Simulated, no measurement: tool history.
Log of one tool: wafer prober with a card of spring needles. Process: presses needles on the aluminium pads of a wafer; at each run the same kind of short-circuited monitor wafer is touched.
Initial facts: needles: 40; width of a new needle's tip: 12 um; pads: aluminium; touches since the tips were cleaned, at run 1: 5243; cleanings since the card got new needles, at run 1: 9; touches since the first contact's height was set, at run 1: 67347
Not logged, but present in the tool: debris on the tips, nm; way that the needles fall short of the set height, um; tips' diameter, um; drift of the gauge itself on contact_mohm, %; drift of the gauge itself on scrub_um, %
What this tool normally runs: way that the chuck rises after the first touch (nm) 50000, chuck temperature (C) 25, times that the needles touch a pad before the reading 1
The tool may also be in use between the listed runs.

run   hour  way that the chuck rises after the first touch (nm)  chuck temperature (C)  times that the needles touch a pad before the reading  touches since the tips were cleaned  cleanings since the card got new needles  touches since the first contact's height was set  resistance of one needle with its contact and lead (mohm)  way that a needle slides on the pad (nm)
  1      0                                                50000                     25                                                      1                                 5243                                         9                                             67347                                                        168                                      8530
       3.1  -- tips cleaned on abrasive film
      20.6  -- tips cleaned on abrasive film
  2   20.6                                                63000                     25                                                      1                                    0                                        11                                             76061                                                        115                                     10762
      35.5  -- tips cleaned on abrasive film
  3   45.2                                                63000                     25                                                      1                                 4130                                        12                                             86509                                                        144                                     10735
      50.9  -- tips cleaned on abrasive film
      68.9  -- tips cleaned on abrasive film
  4   75.9                                                63000                     25                                                      1                                 3002                                        14                                             99573                                                        143                                     10725
        85  -- tips cleaned on abrasive film
      99.9  -- tips cleaned on abrasive film
     114.6  -- tips cleaned on abrasive film
  5  114.6                                                50000                     67                                                      1                                    0                                        17                                            115958                                                        124                                      8433
     131.8  -- tips cleaned on abrasive film
  6  136.8                                                50000                     67                                                      1                                 2132                                        18                                            125384                                                        156                                      8419
     146.9  -- tips cleaned on abrasive film
     147.2  -- height of the first contact set anew
     162.1  -- tips cleaned on abrasive film
  7  164.9                                                50000                     67                                                      1                                 1165                                        20                                              7505                                                        140                                      8646
       177  -- tips cleaned on abrasive film
     195.2  -- tips cleaned on abrasive film
  8  199.9                                                50000                     67                                                      1                                 1993                                        22                                             22374                                                        155                                      8608
     210.6  -- tips cleaned on abrasive film
     226.7  -- tips cleaned on abrasive film
  9  237.5                                                50000                     25                                                      3                                 4614                                        24                                             38365                                                        133                                      8583
     242.5  -- tips cleaned on abrasive film
     258.5  -- tips cleaned on abrasive film
 10  262.6                                                40000                     25                                                      1                                 1724                                        26                                             48976                                                        165                                      6828
     276.1  -- tips cleaned on abrasive film
 11  286.9                                                50000                     25                                                      1                                 4608                                        27                                             59316                                                        169                                      8536
     292.3  -- tips cleaned on abrasive film
     307.4  -- tips cleaned on abrasive film
 12  318.2                                                50000                     25                                                      1                                 4617                                        29                                             72609                                                        165                                      8511
     325.6  -- tips cleaned on abrasive film
 13  339.2                                                50000                     25                                                      1                                 5804                                        30                                             81531                                                        171                                      8515
       342  -- tips cleaned on abrasive film
     358.8  -- tips cleaned on abrasive film
     375.5  -- tips cleaned on abrasive film
 14  385.1                                                50000                     25                                                      1                                 4106                                        33                                            101022                                                        161                                      8493
     391.3  -- tips cleaned on abrasive film
     406.7  -- tips cleaned on abrasive film
     423.9  -- tips cleaned on abrasive film
 15  429.9                                                50000                     25                                                      1                                 2565                                        36                                            120029                                                        157                                      8443
     439.7  -- tips cleaned on abrasive film
       453  -- height of the first contact set anew
       455  -- tips cleaned on abrasive film
     469.7  -- tips cleaned on abrasive film
 16  473.5                                                50000                     25                                                      1                                 1641                                        39                                              8671                                                        146                                      8597
     486.5  -- tips cleaned on abrasive film
 17  495.7                                                49000                     25                                                      3                                 3928                                        40                                             18112                                                        133                                      8435
     501.3  -- tips cleaned on abrasive film
     517.6  -- tips cleaned on abrasive film
 18  518.1                                                57000                     33                                                      2                                  222                                        42                                             27576                                                        118                                      9784
     534.8  -- tips cleaned on abrasive film
 19  544.7                                                57000                     33                                                      2                                 4226                                        43                                             38901                                                        142                                      9793
       552  -- tips cleaned on abrasive film
     568.8  -- tips cleaned on abrasive film
     585.4  -- tips cleaned on abrasive film
 20    587                                                53000                     37                                                      2                                  713                                        46                                             56855                                                        125                                      9062
     602.2  -- tips cleaned on abrasive film
 21  606.8                                                50000                     80                                                      1                                 1975                                        47                                             65252                                                        157                                      8545
     617.6  -- tips cleaned on abrasive film
 22  628.7                                                50000                     55                                                      1                                 4736                                        48                                             74553                                                        168                                      8530
     633.7  -- tips cleaned on abrasive film
       649  -- tips cleaned on abrasive film
     663.8  -- tips cleaned on abrasive film
 23  663.8                                                43000                     36                                                      2                                    0                                        51                                             89446                                                        120                                      7299
     681.8  -- tips cleaned on abrasive film
       698  -- tips cleaned on abrasive film
 24    701                                                43000                     36                                                      2                                 1287                                        53                                            105246                                                        139                                      7271
     714.1  -- tips cleaned on abrasive film
     729.3  -- tips cleaned on abrasive film
       745  -- tips cleaned on abrasive film
 25    747                                                59000                     40                                                      1                                  857                                        56                                            124760                                                        135                                      9980
     755.9  -- height of the first contact set anew
     761.3  -- tips cleaned on abrasive film
     779.6  -- tips cleaned on abrasive film
 26  780.4                                                33000                    114                                                      1                                  338                                        58                                             10359                                                        154                                      5672
     796.4  -- tips cleaned on abrasive film
     813.6  -- tips cleaned on abrasive film
 27  820.5                                                33000                     83                                                      2                                 2960                                        60                                             27419                                                        181                                      5646
     830.9  -- tips cleaned on abrasive film
     846.4  -- tips cleaned on abrasive film
 28  855.3                                                45000                     25                                                      1                                 3782                                        62                                             42193                                                        180                                      7699
     862.2  -- tips cleaned on abrasive film
     877.1  -- tips cleaned on abrasive film
     892.1  -- tips cleaned on abrasive film
 29  895.8                                                45000                     25                                                      1                                 1589                                        65                                             59378                                                        161                                      7668

Alternative continuations, all from the tool just after run 29; predict every row:
     908.6  -- tips cleaned on abrasive film
  A  916.8                                                45000                     25                                                      1                                 3478                                        66                                             68288                                                          ?                                         ?
     908.6  -- tips cleaned on abrasive film
  B  916.8                                                45000                    107                                                      1                                 3478                                        66                                             68288                                                          ?                                         ?
     908.6  -- tips cleaned on abrasive film
  C  916.8                                                31000                     55                                                      1                                 3478                                        66                                             68288                                                          ?                                         ?
     908.6  -- tips cleaned on abrasive film
  D  916.8                                                55000                     25                                                      1                                 3478                                        66                                             68288                                                          ?                                         ?

run  resistance of one needle with its contact and lead (mohm)  way that a needle slides on the pad (nm)
  A                                                        180                                      7652
  B                                                        182                                      7670
  C                                                        249                                      5234
  D                                                        159                                      9384
The same runs, with their run-to-run variation unchanged, on a tool lacking any hidden condition would have given:
run  resistance of one needle with its contact and lead (mohm)  way that a needle slides on the pad (nm)
  A                                                        113                                      7768
  B                                                        124                                      7786
  C                                                        123                                      5349
  D                                                        112                                      9500
